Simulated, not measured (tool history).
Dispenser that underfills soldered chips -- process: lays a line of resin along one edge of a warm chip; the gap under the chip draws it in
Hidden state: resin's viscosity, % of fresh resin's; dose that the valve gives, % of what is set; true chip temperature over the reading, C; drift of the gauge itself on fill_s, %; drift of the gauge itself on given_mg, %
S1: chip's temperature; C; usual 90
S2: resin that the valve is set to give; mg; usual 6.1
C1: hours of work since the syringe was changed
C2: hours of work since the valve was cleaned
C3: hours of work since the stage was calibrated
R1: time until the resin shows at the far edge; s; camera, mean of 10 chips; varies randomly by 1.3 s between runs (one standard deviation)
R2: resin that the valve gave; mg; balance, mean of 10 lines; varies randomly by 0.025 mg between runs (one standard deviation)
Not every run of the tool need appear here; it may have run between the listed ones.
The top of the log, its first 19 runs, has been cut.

Run 20, hour 83.4: usual settings but S2 6.02 mg; C1 8; C2 34; C3 134. Result: R1 164.2 s, R2 5.97 mg.
Run 21, hour 86.2: usual settings but S1 95 C, S2 7.23 mg; C1 10; C2 35; C3 136. Result: R1 139.9 s, R2 7.1 mg.
At hour 86.7: new syringe of resin.
Run 22, hour 89.4: usual settings but S1 93 C, S2 5.49 mg; C1 2; C2 37; C3 137. Result: R1 122.3 s, R2 5.42 mg.
Run 23, hour 93.5: usual settings but S1 93 C, S2 5.49 mg; C1 4; C2 40; C3 140. Result: R1 134.6 s, R2 5.4 mg.
Run 24, hour 98.2: usual settings but S1 104 C, S2 5.41 mg; C1 7; C2 43; C3 143. Result: R1 93.9 s, R2 5.34 mg.
At hour 102.4: new syringe of resin.
Run 25, hour 104: usual settings but S1 104 C, S2 5.41 mg; C1 1; C2 46; C3 147. Result: R1 81.4 s, R2 5.32 mg.
Run 26, hour 106.4: usual settings but S1 102 C, S2 7.89 mg; C1 3; C2 48; C3 148. Result: R1 87.7 s, R2 7.73 mg.
Run 27, hour 109.6: usual settings but S1 75 C, S2 5.92 mg; C1 5; C2 50; C3 150. Result: R1 301 s, R2 5.79 mg.
Run 28, hour 112.8: usual settings but S2 5.92 mg; C1 7; C2 52; C3 152. Result: R1 164.3 s, R2 5.78 mg.
At hour 118.1: new syringe of resin.
Run 29, hour 118.1: usual settings but S2 5.92 mg; C1 0; C2 55; C3 156. Result: R1 130.3 s, R2 5.74 mg.
Run 30, hour 123: usual settings but S2 5.92 mg; C1 3; C2 58; C3 159. Result: R1 145.8 s, R2 5.74 mg.
Run 31, hour 128.1: usual settings but S2 5.92 mg; C1 6; C2 62; C3 162. Result: R1 160.5 s, R2 5.76 mg.
Run 32, hour 132.1: usual settings but S2 5.92 mg; C1 9; C2 64; C3 165. Result: R1 173.1 s, R2 5.73 mg.
At hour 134: new syringe of resin.
Run 33, hour 137.6: usual settings but S1 91 C, S2 7.05 mg; C1 2; C2 68; C3 168. Result: R1 138.3 s, R2 6.82 mg.
At hour 139.5: dispensing valve cleaned and set on the balance.
Run 34, hour 143.9: usual settings but S1 78 C, S2 6.08 mg; C1 6; C2 3; C3 171. Result: R1 271.5 s, R2 6.05 mg.
Run 35, hour 147.6: usual settings but S1 81 C, S2 7.4 mg; C1 8; C2 5; C3 174. Result: R1 244.8 s, R2 7.37 mg.
At hour 150.8: new syringe of resin.
Run 36, hour 152.4: usual settings but S1 80 C, S2 5.95 mg; C1 1; C2 8; C3 176. Result: R1 209.7 s, R2 5.9 mg.

Predict each of these 4 candidate next runs independently; none follows another, all start after run 36:
Run A, hour 157.1: usual settings but S1 89 C, S2 5.95 mg; C1 4; C2 11; C3 180. Result: R1 ?, R2 ?.
Run B, hour 157.1: usual settings but S1 104 C, S2 7.65 mg; C1 4; C2 11; C3 180. Result: R1 ?, R2 ?.
Run C, hour 157.1: usual settings but S2 5.76 mg; C1 4; C2 11; C3 180. Result: R1 ?, R2 ?.
Run D, hour 157.1: usual settings but S1 83 C, S2 6.8 mg; C1 4; C2 11; C3 180. Result: R1 ?, R2 ?.

run     R1    R2
  A    158   5.9
  B   84.1  7.61
  C  151.3  5.79
  D    201  6.73
Had the tool no hidden state, the same runs would have come out as:
run     R1    R2
  A  129.1  5.93
  B   69.1  7.65
  C  123.6  5.82
  D  163.8  6.76
